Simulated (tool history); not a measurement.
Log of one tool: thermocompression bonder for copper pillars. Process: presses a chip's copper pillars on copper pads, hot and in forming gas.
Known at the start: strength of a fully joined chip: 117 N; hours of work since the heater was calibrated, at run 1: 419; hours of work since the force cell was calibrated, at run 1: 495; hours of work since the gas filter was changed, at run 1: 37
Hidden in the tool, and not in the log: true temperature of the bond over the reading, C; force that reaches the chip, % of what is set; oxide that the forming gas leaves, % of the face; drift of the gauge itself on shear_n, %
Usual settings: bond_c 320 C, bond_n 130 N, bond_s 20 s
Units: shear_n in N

run,hour,bond_c,bond_n,bond_s,hours of work since the heater was calibrated,hours of work since the force cell was calibrated,hours of work since the gas filter was changed,shear_n
1,0.0,320,130,20,419,495,37,64.4
2,35.7,320,130,20,446,522,64,63.5
3,59.0,320,130,49,464,540,81,81.0
4,84.2,320,130,49,483,559,101,81.0
5,102.5,320,130,49,497,572,114,80.0
6,124.4,320,130,49,513,589,131,79.1
# hour 151.0: forming gas filter changed
7,152.6,320,130,49,534,610,1,84.9
8,168.5,320,130,49,546,622,13,84.1
9,191.1,320,130,49,563,639,30,83.9
10,206.3,311,130,49,575,651,42,78.1
11,237.7,320,130,19,598,674,66,63.0
12,260.6,320,130,19,616,692,83,61.3
13,296.1,320,130,20,643,719,110,61.4
14,331.1,320,130,20,669,745,136,61.1
# hour 351.9: forming gas filter changed
15,367.1,320,130,20,696,772,12,64.8
# hour 371.3: force cell calibrated
16,395.5,320,130,20,716,18,32,64.1
17,414.2,320,157,20,731,33,46,70.3
18,437.8,320,157,20,748,50,64,70.3
19,461.4,320,157,15,766,68,82,63.9
20,485.3,327,130,20,784,86,100,64.4
# hour 515.3: force cell calibrated, once more
21,518.9,327,130,20,809,3,124,67.8
22,533.7,302,187,35,820,14,135,79.1
# hour 554.9: forming gas filter changed
23,569.6,302,187,35,847,41,11,83.0
24,588.9,319,156,20,861,55,26,74.1
25,608.0,306,194,53,876,70,40,93.9
26,635.1,306,194,53,896,90,61,94.6
27,662.1,299,194,33,917,111,81,79.1
28,681.8,296,149,47,931,126,96,74.5
29,714.9,296,149,47,956,151,121,73.4
30,738.2,296,149,47,974,168,139,73.3
# hour 756.6: forming gas filter changed
31,757.7,336,130,19,989,183,1,75.5
32,776.6,336,130,19,1003,197,15,74.8
33,792.7,336,130,19,1015,209,27,74.3
34,827.7,310,127,19,1041,236,54,58.9
35,853.4,310,86,49,1061,255,73,61.7
36,883.9,345,155,49,1084,278,96,98.7
37,915.8,345,106,18,1108,302,120,66.0
38,945.4,312,187,25,1130,325,143,77.8
# hour 958.1: forming gas filter changed
39,961.1,306,121,24,1142,336,2,61.4

3 ways to go on from here, each from the tool as it stands after run 39. What would each give?
A,988.2,320,127,12,1163,357,23,?
B,988.2,315,95,20,1163,357,23,?
C,988.2,306,121,55,1163,357,23,?

run,shear_n
A,55.5
B,51.7
C,78.0
Without the tool's hidden state the same runs would have given:
run,shear_n
A,55.4
B,51.6
C,77.9
